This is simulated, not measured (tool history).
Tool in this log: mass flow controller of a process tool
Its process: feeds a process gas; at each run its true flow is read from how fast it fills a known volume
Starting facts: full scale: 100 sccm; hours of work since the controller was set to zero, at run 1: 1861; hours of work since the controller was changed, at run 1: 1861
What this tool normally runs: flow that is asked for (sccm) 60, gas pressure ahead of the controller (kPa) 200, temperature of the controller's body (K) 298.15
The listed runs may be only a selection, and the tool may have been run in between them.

run	hour	flow that is asked for (sccm)	gas pressure ahead of the controller (kPa)	temperature of the controller's body (K)	hours of work since the controller was set to zero	hours of work since the controller was changed	true flow (%)
1	0	60	200	298.15	1861	1861	97.42
2	252.2	60	200	298.15	1974	1974	97.32
3	537.3	20	200	298.15	2102	2102	94.72
4	838.3	38	200	298.15	2237	2237	96.05
5	1257.5	38	200	298.15	2425	2425	95.96
6	1690.1	60	200	298.15	2618	2618	96.62
7	1924.9	11	200	298.15	2724	2724	91.11
8	2118.8	60	200	309.15	2810	2810	95.77
9	2453.6	60	200	309.15	2960	2960	95.76
10	2753.9	60	200	309.15	3095	3095	95.63
11	2955.4	22	200	309.15	3185	3185	92.71
12	3395.4	22	200	309.15	3382	3382	92.2
13	3801.2	22	200	309.15	3564	3564	92.03
14	4155.5	22	200	309.15	3723	3723	91.71
15	4467.6	60	240	298.15	3862	3862	95.64
16	4805.6	60	240	298.15	4014	4014	95.56
17	5000.2	60	200	298.15	4101	4101	95.22
18	5197	60	200	295.15	4189	4189	95.42
# hour 5322.9: controller's zero set anew
19	5517.3	60	189	295.15	87	4332	96.67
20	5784.4	60	189	295.15	207	4452	96.41
21	6077.9	60	274	298.15	338	4583	96.63
22	6418.8	60	200	298.15	491	4736	96.13
23	6851.8	60	200	298.15	685	4930	95.85
24	7109.3	73	194	303.15	800	5045	95.87
25	7455	16	271	307.15	955	5200	92.81
26	7799.8	16	271	307.15	1109	5355	92.49
27	8246.9	29	188	309.15	1310	5555	93.13
28	8541.6	33	154	293.15	1442	5687	94.22
29	8881.5	11	165	298.15	1594	5839	90.38
30	9082.9	17	224	296.15	1684	5929	92.12
31	9426.5	49	224	303.15	1838	6083	94.01
32	9855.4	49	224	303.15	2030	6275	93.92
33	10299.7	17	224	302.15	2229	6474	90.73
34	10522	33	165	298.15	2329	6574	92.65
35	10886.9	33	165	298.15	2492	6737	92.31
36	11272.1	65	200	294.15	2665	6910	94.37
37	11679.5	66	262	311.15	2847	7092	93.44
38	11982.5	36	189	299.15	2983	7228	92.23
# hour 12196.3: controller exchanged for a calibrated one
39	12422.3	15	187	298.15	101	101	97.33
40	12821.5	21	272	296.15	280	280	97.79
41	13061.1	20	141	296.15	387	387	97.03
42	13324.6	61	214	295.15	505	505	98.68
43	13699.9	75	162	294.15	673	673	98.94
44	14013	60	200	295.15	814	814	98.21
45	14273.6	60	200	295.15	930	930	98.14
46	14543.8	21	231	307.15	1051	1051	95.61

Describe how what the log doesn't record of the tool's condition differs between the last listed run preceding each entry between runs and the first listed run following it.
After run 18, before run 19: controller's zero set anew (hour 5322.9)
  flow at rest that the sensor doesn't see, % of full scale: -0.922 -> -0.104; true flow over the shown one, %: -2.34 -> -2.43
  measured minus no-state result, true flow (%): -3.87 -> -2.6
After run 38, before run 39: controller exchanged for a calibrated one (hour 12196.3)
  flow at rest that the sensor doesn't see, % of full scale: -0.76 -> -0.082; true flow over the shown one, %: -4.21 -> -0.1
  measured minus no-state result, true flow (%): -6.32 -> -0.64
